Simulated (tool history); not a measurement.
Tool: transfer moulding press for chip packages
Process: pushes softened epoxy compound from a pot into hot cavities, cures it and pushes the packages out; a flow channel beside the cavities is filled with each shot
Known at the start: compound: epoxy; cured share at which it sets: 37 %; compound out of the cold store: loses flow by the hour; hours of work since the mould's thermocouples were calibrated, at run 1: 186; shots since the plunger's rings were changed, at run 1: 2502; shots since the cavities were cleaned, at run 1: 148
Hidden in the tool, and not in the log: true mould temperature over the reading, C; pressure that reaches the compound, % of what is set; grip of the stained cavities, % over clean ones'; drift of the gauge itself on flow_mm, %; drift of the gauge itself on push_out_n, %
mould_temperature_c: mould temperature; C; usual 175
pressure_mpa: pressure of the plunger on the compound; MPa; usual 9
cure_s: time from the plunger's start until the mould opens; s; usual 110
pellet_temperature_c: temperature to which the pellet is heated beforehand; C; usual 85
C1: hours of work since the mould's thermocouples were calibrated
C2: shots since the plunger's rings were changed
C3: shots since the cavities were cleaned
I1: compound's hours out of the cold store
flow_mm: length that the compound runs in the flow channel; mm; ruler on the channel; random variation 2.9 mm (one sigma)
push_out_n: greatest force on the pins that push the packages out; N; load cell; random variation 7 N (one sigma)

run 1 hour=0 | mould_temperature_c=175 pressure_mpa=9 cure_s=110 pellet_temperature_c=85 | C1=186 C2=2502 C3=148 | I1=20.1 | flow_mm=587 push_out_n=366
run 2 hour=40.2 | mould_temperature_c=175 pressure_mpa=9 cure_s=110 pellet_temperature_c=90 | C1=206 C2=2833 C3=479 | I1=44.2 | flow_mm=516 push_out_n=488
-- hour=56.1 cavities cleaned with cleaning compound and waxed
run 3 hour=117.9 | mould_temperature_c=175 pressure_mpa=9 cure_s=110 pellet_temperature_c=85 | C1=244 C2=3460 C3=509 | I1=13.9 | flow_mm=593 push_out_n=610
-- hour=131.8 cavities cleaned with cleaning compound and waxed
run 4 hour=156.1 | mould_temperature_c=175 pressure_mpa=9 cure_s=110 pellet_temperature_c=85 | C1=263 C2=3763 C3=201 | I1=25 | flow_mm=561 push_out_n=410
run 5 hour=191.4 | mould_temperature_c=175 pressure_mpa=9 cure_s=110 pellet_temperature_c=85 | C1=280 C2=4053 C3=491 | I1=25.1 | flow_mm=559 push_out_n=507
-- hour=207.3 cavities cleaned with cleaning compound and waxed
run 6 hour=261.4 | mould_temperature_c=175 pressure_mpa=9 cure_s=110 pellet_temperature_c=93 | C1=314 C2=4618 C3=446 | I1=22.1 | flow_mm=564 push_out_n=494
-- hour=280.5 cavities cleaned with cleaning compound and waxed
-- hour=296.8 mould's thermocouples calibrated
run 7 hour=340.1 | mould_temperature_c=175 pressure_mpa=9 cure_s=110 pellet_temperature_c=93 | C1=21 C2=5237 C3=474 | I1=46.9 | flow_mm=488 push_out_n=478
-- hour=357.7 cavities cleaned with cleaning compound and waxed
run 8 hour=381.2 | mould_temperature_c=175 pressure_mpa=9 cure_s=110 pellet_temperature_c=93 | C1=41 C2=5563 C3=194 | I1=33.9 | flow_mm=528 push_out_n=404
-- hour=410.2 plunger's sealing rings changed
run 9 hour=430.3 | mould_temperature_c=175 pressure_mpa=9 cure_s=110 pellet_temperature_c=85 | C1=64 C2=166 C3=578 | I1=13.7 | flow_mm=625 push_out_n=540
-- hour=436.3 cavities cleaned with cleaning compound and waxed
run 10 hour=475.7 | mould_temperature_c=175 pressure_mpa=7.12 cure_s=133 pellet_temperature_c=90 | C1=86 C2=527 C3=325 | I1=35.8 | flow_mm=489 push_out_n=385
-- hour=507.1 cavities cleaned with cleaning compound and waxed, once more
run 11 hour=512.6 | mould_temperature_c=178 pressure_mpa=9.56 cure_s=148 pellet_temperature_c=91 | C1=104 C2=818 C3=45 | I1=24 | flow_mm=592 push_out_n=282
-- hour=583.2 cavities cleaned with cleaning compound and waxed
run 12 hour=585.6 | mould_temperature_c=167 pressure_mpa=9 cure_s=116 pellet_temperature_c=76 | C1=139 C2=1407 C3=20 | I1=32.7 | flow_mm=582 push_out_n=442
run 13 hour=644.5 | mould_temperature_c=175 pressure_mpa=10.52 cure_s=110 pellet_temperature_c=85 | C1=169 C2=1892 C3=505 | I1=11.9 | flow_mm=669 push_out_n=500
-- hour=659.4 cavities cleaned with cleaning compound and waxed
run 14 hour=713.5 | mould_temperature_c=175 pressure_mpa=10.31 cure_s=144 pellet_temperature_c=85 | C1=202 C2=2448 C3=446 | I1=16.8 | flow_mm=639 push_out_n=430
-- hour=734.7 cavities cleaned with cleaning compound and waxed
run 15 hour=755.9 | mould_temperature_c=175 pressure_mpa=9 cure_s=100 pellet_temperature_c=85 | C1=222 C2=2785 C3=175 | I1=37.8 | flow_mm=531 push_out_n=430
run 16 hour=790.7 | mould_temperature_c=168 pressure_mpa=9 cure_s=110 pellet_temperature_c=85 | C1=240 C2=3071 C3=461 | I1=16.1 | flow_mm=621 push_out_n=732
-- hour=811 cavities cleaned with cleaning compound and waxed
run 17 hour=827.1 | mould_temperature_c=168 pressure_mpa=9 cure_s=110 pellet_temperature_c=85 | C1=257 C2=3358 C3=132 | I1=10.8 | flow_mm=636 push_out_n=574
run 18 hour=862.4 | mould_temperature_c=174 pressure_mpa=10.24 cure_s=101 pellet_temperature_c=94 | C1=275 C2=3649 C3=423 | I1=30.2 | flow_mm=585 push_out_n=544

Measured less the same run without the tool's hidden state. The same run-to-run variation is in both; the gauge's scatter may not be:
run=1 flow_mm=-19 push_out_n=+82
run=2 flow_mm=-19 push_out_n=+199
run=3 flow_mm=-27 push_out_n=+327
run=4 flow_mm=-28 push_out_n=+119
run=5 flow_mm=-30 push_out_n=+215
run=6 flow_mm=-35 push_out_n=+202
run=7 flow_mm=-34 push_out_n=+195
run=8 flow_mm=-39 push_out_n=+112
run=9 flow_mm=-2 push_out_n=+236
run=10 flow_mm=-3 push_out_n=+128
run=11 flow_mm=-6 push_out_n=+23
run=12 flow_mm=-11 push_out_n=+26
run=13 flow_mm=-16 push_out_n=+210
run=14 flow_mm=-21 push_out_n=+172
run=15 flow_mm=-20 push_out_n=+105
run=16 flow_mm=-25 push_out_n=+293
run=17 flow_mm=-28 push_out_n=+114
run=18 flow_mm=-28 push_out_n=+214
